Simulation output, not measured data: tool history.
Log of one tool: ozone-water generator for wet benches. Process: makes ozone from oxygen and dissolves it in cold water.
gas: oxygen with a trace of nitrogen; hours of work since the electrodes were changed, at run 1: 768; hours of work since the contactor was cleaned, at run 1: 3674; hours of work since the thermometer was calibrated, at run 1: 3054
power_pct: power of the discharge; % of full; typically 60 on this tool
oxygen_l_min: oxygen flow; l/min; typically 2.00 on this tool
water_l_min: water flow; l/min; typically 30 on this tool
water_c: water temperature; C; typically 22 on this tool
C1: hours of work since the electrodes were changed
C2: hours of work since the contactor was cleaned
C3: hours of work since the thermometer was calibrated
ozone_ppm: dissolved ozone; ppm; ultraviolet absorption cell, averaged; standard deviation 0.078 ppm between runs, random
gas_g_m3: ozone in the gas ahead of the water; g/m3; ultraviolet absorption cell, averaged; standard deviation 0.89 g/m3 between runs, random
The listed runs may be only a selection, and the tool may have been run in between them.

Run 1, hour 0.0: usual settings; C1 768; C2 3674; C3 3054. Result: ozone_ppm 5.98 ppm, gas_g_m3 145.1 g/m3.
Run 2, hour 32.3: usual settings; C1 792; C2 3697; C3 3078. Result: ozone_ppm 5.88 ppm, gas_g_m3 143.5 g/m3.
Run 3, hour 65.4: usual settings; C1 816; C2 3722; C3 3102. Result: ozone_ppm 5.88 ppm, gas_g_m3 144.4 g/m3.
Run 4, hour 86.9: usual settings; C1 832; C2 3737; C3 3118. Result: ozone_ppm 5.92 ppm, gas_g_m3 143.9 g/m3.
Run 5, hour 120.6: usual settings; C1 857; C2 3762; C3 3143. Result: ozone_ppm 6.12 ppm, gas_g_m3 143.4 g/m3.
Run 6, hour 135.4: usual settings; C1 867; C2 3773; C3 3154. Result: ozone_ppm 5.83 ppm, gas_g_m3 145.2 g/m3.
Run 7, hour 161.9: usual settings; C1 887; C2 3792; C3 3173. Result: ozone_ppm 5.83 ppm, gas_g_m3 145.1 g/m3.
Run 8, hour 187.3: usual settings; C1 905; C2 3811; C3 3192. Result: ozone_ppm 5.90 ppm, gas_g_m3 146.0 g/m3.
Run 9, hour 213.8: usual settings; C1 925; C2 3830; C3 3211. Result: ozone_ppm 6.03 ppm, gas_g_m3 143.9 g/m3.
Run 10, hour 242.9: usual settings but power_pct 40 % of full; C1 946; C2 3852; C3 3232. Result: ozone_ppm 4.43 ppm, gas_g_m3 109.2 g/m3.
Run 11, hour 259.7: usual settings; C1 959; C2 3864; C3 3245. Result: ozone_ppm 5.82 ppm, gas_g_m3 144.0 g/m3.
Run 12, hour 282.6: usual settings; C1 975; C2 3881; C3 3262. Result: ozone_ppm 5.82 ppm, gas_g_m3 145.2 g/m3.
Run 13, hour 297.1: usual settings; C1 986; C2 3892; C3 3272. Result: ozone_ppm 5.79 ppm, gas_g_m3 144.7 g/m3.
Run 14, hour 315.4: usual settings; C1 1000; C2 3905; C3 3286. Result: ozone_ppm 5.90 ppm, gas_g_m3 144.3 g/m3.
Run 15, hour 336.1: usual settings; C1 1015; C2 3920; C3 3301. Result: ozone_ppm 5.95 ppm, gas_g_m3 146.3 g/m3.
Run 16, hour 362.8: usual settings; C1 1034; C2 3940; C3 3320. Result: ozone_ppm 5.84 ppm, gas_g_m3 146.2 g/m3.
Run 17, hour 381.1: usual settings but power_pct 41 % of full, oxygen_l_min 3.28 l/min, water_l_min 23 l/min, water_c 17 C; C1 1048; C2 3953; C3 3334. Result: ozone_ppm 6.90 ppm, gas_g_m3 85.4 g/m3.
Run 18, hour 396.2: usual settings but power_pct 41 % of full, oxygen_l_min 3.28 l/min, water_l_min 23 l/min, water_c 17 C; C1 1059; C2 3964; C3 3345. Result: ozone_ppm 6.95 ppm, gas_g_m3 87.3 g/m3.
Run 19, hour 427.4: usual settings but power_pct 55 % of full, water_c 20 C; C1 1082; C2 3987; C3 3368. Result: ozone_ppm 5.48 ppm, gas_g_m3 137.7 g/m3.
Run 20, hour 458.4: usual settings but power_pct 53 % of full, water_l_min 19 l/min; C1 1104; C2 4010; C3 3391. Result: ozone_ppm 8.80 ppm, gas_g_m3 132.7 g/m3.
Run 21, hour 483.0: usual settings but power_pct 63 % of full, oxygen_l_min 1.17 l/min, water_l_min 24 l/min, water_c 24 C; C1 1122; C2 4028; C3 3409. Result: ozone_ppm 6.40 ppm, gas_g_m3 195.2 g/m3.
Run 22, hour 505.2: usual settings but power_pct 47 % of full, oxygen_l_min 1.17 l/min, water_l_min 29 l/min, water_c 24 C; C1 1139; C2 4044; C3 3425. Result: ozone_ppm 4.37 ppm, gas_g_m3 160.1 g/m3.
Run 23, hour 536.2: usual settings but power_pct 41 % of full, water_c 24 C; C1 1162; C2 4067; C3 3448. Result: ozone_ppm 4.44 ppm, gas_g_m3 110.8 g/m3.
Run 24, hour 555.2: usual settings but oxygen_l_min 1.22 l/min, water_l_min 18 l/min; C1 1175; C2 4081; C3 3462. Result: ozone_ppm 8.82 ppm, gas_g_m3 185.6 g/m3.
Run 25, hour 583.4: usual settings but oxygen_l_min 3.47 l/min, water_l_min 18 l/min; C1 1196; C2 4102; C3 3482. Result: ozone_ppm 10.74 ppm, gas_g_m3 108.9 g/m3.
Run 26, hour 600.1: usual settings but power_pct 59 % of full, oxygen_l_min 1.34 l/min; C1 1208; C2 4114; C3 3495. Result: ozone_ppm 5.15 ppm, gas_g_m3 175.3 g/m3.
Run 27, hour 618.5: usual settings but power_pct 53 % of full, oxygen_l_min 2.54 l/min, water_l_min 34 l/min, water_c 17 C; C1 1222; C2 4127; C3 3508. Result: ozone_ppm 4.96 ppm, gas_g_m3 117.0 g/m3.
Run 28, hour 645.1: usual settings but power_pct 44 % of full, oxygen_l_min 1.99 l/min, water_l_min 34 l/min, water_c 17 C; C1 1241; C2 4147; C3 3528. Result: ozone_ppm 4.28 ppm, gas_g_m3 116.0 g/m3.
Run 29, hour 676.1: usual settings but water_l_min 21 l/min, water_c 16 C; C1 1264; C2 4170; C3 3550. Result: ozone_ppm 8.99 ppm, gas_g_m3 143.9 g/m3.
Run 30, hour 709.3: usual settings but water_l_min 21 l/min, water_c 16 C; C1 1289; C2 4194; C3 3575. Result: ozone_ppm 8.90 ppm, gas_g_m3 145.7 g/m3.
Run 31, hour 738.1: usual settings but oxygen_l_min 1.40 l/min, water_l_min 24 l/min; C1 1310; C2 4215; C3 3596. Result: ozone_ppm 6.66 ppm, gas_g_m3 172.4 g/m3.
Run 32, hour 756.4: usual settings but oxygen_l_min 1.40 l/min, water_l_min 24 l/min; C1 1323; C2 4229; C3 3609. Result: ozone_ppm 6.63 ppm, gas_g_m3 172.7 g/m3.

Run by run, hidden condition taken away, random variation retained:
What the log doesn't record here: yield of the discharge, % of new electrodes'; contactor's efficiency, % of a clean one's; true water temperature over the reading, C; drift of the gauge itself on ozone_ppm, %; drift of the gauge itself on gas_g_m3, %.
run  ozone_ppm  gas_g_m3
  1       6.19     146.4
  2       6.09     144.8
  3       6.10     145.7
  4       6.14     145.2
  5       6.34     144.8
  6       6.05     146.7
  7       6.05     146.5
  8       6.12     147.5
  9       6.25     145.4
 10       4.58     109.9
 11       6.05     145.6
 12       6.04     146.7
 13       6.02     146.3
 14       6.13     145.9
 15       6.18     147.9
 16       6.07     147.9
 17       7.12      86.1
 18       7.18      88.0
 19       5.71     139.2
 20       9.08     134.2
 21       6.64     197.7
 22       4.53     161.7
 23       4.60     111.8
 24       9.11     188.0
 25      11.11     110.3
 26       5.37     177.5
 27       5.19     118.4
 28       4.45     117.2
 29       9.33     145.9
 30       9.23     147.7
 31       6.93     174.8
 32       6.90     175.1
